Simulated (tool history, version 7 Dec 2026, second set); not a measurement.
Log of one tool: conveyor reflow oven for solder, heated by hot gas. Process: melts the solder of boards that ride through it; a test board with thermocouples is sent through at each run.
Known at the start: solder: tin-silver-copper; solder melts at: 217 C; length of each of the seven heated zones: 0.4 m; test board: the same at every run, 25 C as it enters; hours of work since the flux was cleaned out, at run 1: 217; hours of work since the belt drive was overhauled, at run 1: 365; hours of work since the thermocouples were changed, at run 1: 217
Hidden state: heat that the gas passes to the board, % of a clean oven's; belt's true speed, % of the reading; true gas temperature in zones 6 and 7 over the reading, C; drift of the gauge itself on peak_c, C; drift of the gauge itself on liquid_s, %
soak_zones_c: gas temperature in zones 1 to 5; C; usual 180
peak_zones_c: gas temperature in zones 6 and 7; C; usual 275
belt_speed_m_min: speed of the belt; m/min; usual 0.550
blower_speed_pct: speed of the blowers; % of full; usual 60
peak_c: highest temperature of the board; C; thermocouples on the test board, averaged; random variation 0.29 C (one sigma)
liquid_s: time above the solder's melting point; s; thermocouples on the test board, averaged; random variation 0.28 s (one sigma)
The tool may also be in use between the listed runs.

run   hour  soak_zones_c  peak_zones_c  belt_speed_m_min  blower_speed_pct  hours of work since the flux was cleaned out  hours of work since the belt drive was overhauled  hours of work since the thermocouples were changed  peak_c  liquid_s
  1    0.0           180           275             0.550                60                                           217                                                365                                                 217   258.9      73.4
  2   22.2           192           275             0.550                60                                           230                                                378                                                 230   261.3      80.5
  3   63.6           192           275             0.550                60                                           255                                                403                                                 255   261.3      80.5
  4   85.2           180           275             0.550                60                                           268                                                416                                                 268   258.6      73.3
  5  115.6           180           275             0.550                60                                           286                                                434                                                 286   259.0      73.2
  6  148.0           180           275             0.550                60                                           306                                                453                                                 306   258.9      73.1
  7  180.4           180           275             0.550                60                                           325                                                473                                                 325   258.8      73.2
  8  207.2           180           287             0.550                60                                           341                                                489                                                 341   269.9      79.9
  9  244.9           180           287             0.550                60                                           364                                                512                                                 364   269.7      80.2
 10  278.4           180           269             0.645                80                                           384                                                532                                                 384   251.4      56.3
 11  313.8           185           269             0.549                80                                           405                                                553                                                 405   257.0      75.2
 12  351.9           185           269             0.549                80                                           428                                                576                                                 428   257.5      75.0
 13  390.3           190           271             0.634                72                                           451                                                599                                                 451   254.6      64.2
 14  410.0           190           271             0.634                72                                           463                                                611                                                 463   254.5      63.9
 15  428.8           194           271             0.649                72                                           474                                                622                                                 474   254.7      64.1

3 ways to go on from here, each from the tool as it stands after run 15. What would each give?
     448.9  -- flux residue cleaned out of gas plates and filters
  A  466.6           169           271             0.523                72                                            11                                                642                                                 494       ?         ?
     448.9  -- flux residue cleaned out of gas plates and filters
  B  466.6           168           290             0.550                55                                            11                                                642                                                 494       ?         ?
     448.9  -- flux residue cleaned out of gas plates and filters
  C  466.6           166           289             0.604                60                                            11                                                642                                                 494       ?         ?

run  peak_c  liquid_s
  A   258.9      73.5
  B   272.2      77.0
  C   267.4      66.5
Without the tool's hidden state the same runs would have given:
run  peak_c  liquid_s
  A   257.0      71.2
  B   270.2      74.8
  C   265.4      64.4

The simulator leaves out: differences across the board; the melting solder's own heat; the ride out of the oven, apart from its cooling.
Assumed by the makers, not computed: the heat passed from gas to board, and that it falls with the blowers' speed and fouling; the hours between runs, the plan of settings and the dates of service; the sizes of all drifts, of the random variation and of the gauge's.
